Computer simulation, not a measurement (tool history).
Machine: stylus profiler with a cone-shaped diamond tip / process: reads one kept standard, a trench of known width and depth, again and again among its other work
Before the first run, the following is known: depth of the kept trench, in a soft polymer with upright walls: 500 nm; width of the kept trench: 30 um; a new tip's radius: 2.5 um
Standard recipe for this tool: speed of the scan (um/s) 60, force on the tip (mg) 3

run   hour  speed of the scan (um/s)  force on the tip (mg)  depth of the trench (angstrom)  width of the trench's floor (nm)
  1      0                        60                      3                          5104.7                             26350
  2   23.5                        95                      3                          5099.7                             26190
  3   39.8                        95                      3                          5101.1                             26160
  4     51                        95                      3                          5103.6                             26130
  5   63.8                        95                      3                          5101.6                             26110
  6   75.9                        60                      3                          5101.5                             26320
  7   93.8                        60                      3                          5100.9                             26330
  8  112.3                       121                      3                          5101.9                             25890
  9  123.9                        60                   1.19                          5061.9                             26100
 10  136.8                        60                   1.19                          5060.9                             26110
 11  155.6                        60                   3.27                          5110.8                             26290
 12  177.8                        63                   7.64                          5183.1                             26390
 13  195.2                        29                   2.52                            5096                             26430
 14  216.8                        29                   2.52                          5092.1                             26440
 15  233.9                       139                   4.45                          5129.6                             25960
 16  246.6                        27                   7.84                            5188                             26420
 17  264.2                       128                    2.6                          5096.1                             25770
 18  280.6                       203                   7.27                          5178.4                             25780

Predict the results of run 19:
 19  302.6                       203                   7.27                               ?                                 ?

{"run 19": {"depth of the trench (angstrom)": 5179, "width of the trench's floor (nm)": 25770}}
With no hidden state in the tool, this same run would have given depth of the trench (angstrom) 5163.1, width of the trench's floor (nm) 26250.

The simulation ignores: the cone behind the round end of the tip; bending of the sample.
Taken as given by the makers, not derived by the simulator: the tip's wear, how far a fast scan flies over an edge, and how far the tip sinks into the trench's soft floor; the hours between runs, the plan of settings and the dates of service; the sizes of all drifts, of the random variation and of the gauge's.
